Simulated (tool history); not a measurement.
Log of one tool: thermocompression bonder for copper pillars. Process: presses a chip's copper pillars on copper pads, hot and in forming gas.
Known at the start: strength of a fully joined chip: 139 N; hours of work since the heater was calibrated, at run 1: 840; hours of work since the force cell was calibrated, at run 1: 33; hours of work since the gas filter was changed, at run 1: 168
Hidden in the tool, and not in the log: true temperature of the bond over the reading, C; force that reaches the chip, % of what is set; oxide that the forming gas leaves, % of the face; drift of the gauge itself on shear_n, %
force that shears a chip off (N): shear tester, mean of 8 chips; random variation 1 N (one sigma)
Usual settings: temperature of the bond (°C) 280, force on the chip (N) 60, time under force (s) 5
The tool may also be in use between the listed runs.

run,hour,temperature of the bond (°C),force on the chip (N),time under force (s),hours of work since the heater was calibrated,hours of work since the force cell was calibrated,hours of work since the gas filter was changed,force that shears a chip off (N)
1,0,280,60,5,840,33,168,84.3
2,53.5,280,60,5,863,56,191,86
3,124.5,280,60,5,894,87,221,84.4
4,158.7,280,60,5,909,101,236,82.5
# hour 199.3: forming gas filter changed
5,211,263,60,5,931,124,5,71.4
6,269.1,280,60,5,956,149,30,88.1
# hour 297.8: heater calibrated with a thermocouple chip
7,338.4,280,60,5,18,178,59,93.3
8,402.4,280,60,5,45,206,87,91.9
9,472.4,280,60,8,75,236,117,104.1
10,511.2,280,60,5,92,252,134,94
11,575.2,280,60,5,120,280,161,92.2
12,625.8,280,60,5,141,302,183,89.6
13,658.4,287,60,5,156,316,197,97.1
14,710.6,310,48,6,178,338,220,110
15,759.7,291,42,6,199,360,241,90.8
# hour 789.2: forming gas filter changed
16,829.6,298,44,5,229,390,17,99.8
17,888.2,298,44,5,254,415,43,97.7
18,954.2,298,48,3,283,443,71,88.8
19,993.2,280,81,7,300,460,88,111.5
20,1051.4,252,90,4,325,485,113,72.1
21,1083.5,298,90,4,339,499,127,113.9
22,1118.8,298,90,4,354,514,142,111.4
23,1184.8,251,58,9,382,543,171,74.8
24,1220.4,305,71,5,398,558,186,115.4

Hidden state at the last listed run before each entry between runs and at the first one after, where it differs:
Between runs 4 and 5: forming gas filter changed (hour 199.3)
  true temperature of the bond over the reading, C: -6.6 -> -6.8; force that reaches the chip, % of what is set: 101.2 -> 101.4; oxide that the forming gas leaves, % of the face: 6.55 -> 0.6
  measured less the result without the state, force that shears a chip off (N): -11.3 -> -6.5
Between runs 6 and 7: heater calibrated with a thermocouple chip (hour 297.8)
  true temperature of the bond over the reading, C: -7 -> -0.8; force that reaches the chip, % of what is set: 101.7 -> 102; oxide that the forming gas leaves, % of the face: 1.23 -> 1.97
  measured less the result without the state, force that shears a chip off (N): -6.8 -> -1.3
Between runs 15 and 16: forming gas filter changed (hour 789.2)
  true temperature of the bond over the reading, C: -2.1 -> -2.3; force that reaches the chip, % of what is set: 103.8 -> 104; oxide that the forming gas leaves, % of the face: 6.4 -> 1.02
  measured less the result without the state, force that shears a chip off (N): -6.2 -> -1.1
